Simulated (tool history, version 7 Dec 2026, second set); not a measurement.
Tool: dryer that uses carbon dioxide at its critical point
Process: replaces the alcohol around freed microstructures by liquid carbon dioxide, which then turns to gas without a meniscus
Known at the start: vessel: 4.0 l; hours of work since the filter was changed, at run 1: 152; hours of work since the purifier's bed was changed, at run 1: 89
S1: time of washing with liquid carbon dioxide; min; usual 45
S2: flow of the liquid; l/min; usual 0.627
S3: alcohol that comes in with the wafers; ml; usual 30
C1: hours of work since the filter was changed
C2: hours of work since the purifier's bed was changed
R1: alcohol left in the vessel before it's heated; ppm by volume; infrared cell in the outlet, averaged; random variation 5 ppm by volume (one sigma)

run,day,S1,S2,S3,C1,C2,R1
1,0,45,0.627,30,152,89,48
2,1.733,45,0.627,30,183,119,76
3,3.204,45,0.627,30,208,144,93
4,4.383,45,0.627,30,229,165,93
5,6.454,45,0.627,30,265,201,120
6,7.571,45,0.627,97,284,221,158
7,9.117,45,0.867,30,311,248,126
8,11.492,45,0.867,30,353,289,140
9,12.875,45,0.867,30,377,313,161
10,15,45,0.867,39,414,350,179
11,16.917,45,0.867,39,448,384,200
# day 18.825: inlet filter changed
12,19.162,45,0.601,30,6,422,227
13,21.146,27,0.692,26,40,457,306
14,22.233,27,0.692,26,59,476,333
15,24.346,33,0.59,55,96,513,412
# day 24.65: purifier's bed changed
16,26.488,47,0.574,20,132,32,33
17,27.679,47,0.574,20,152,53,49
18,28.771,34,0.457,47,171,72,389
19,30.712,30,0.592,30,205,106,184
20,32.883,45,0.627,88,243,144,111
21,34.083,45,0.627,88,264,165,115
22,36.175,45,0.627,88,301,201,142
23,37.3,45,0.627,88,320,221,159

Forecast each of these 5 alternatives for the next run:
A,39.167,34,0.584,34,353,253,?
B,39.167,60,0.627,88,353,253,?
C,39.167,45,0.937,60,353,253,?
D,39.167,45,0.508,30,353,253,?
E,39.167,38,0.627,23,353,253,?

run,R1
A,234
B,132
C,129
D,183
E,166
Without the tool's hidden state the same runs would have given:
run,R1
A,83
B,5
C,10
D,40
E,28
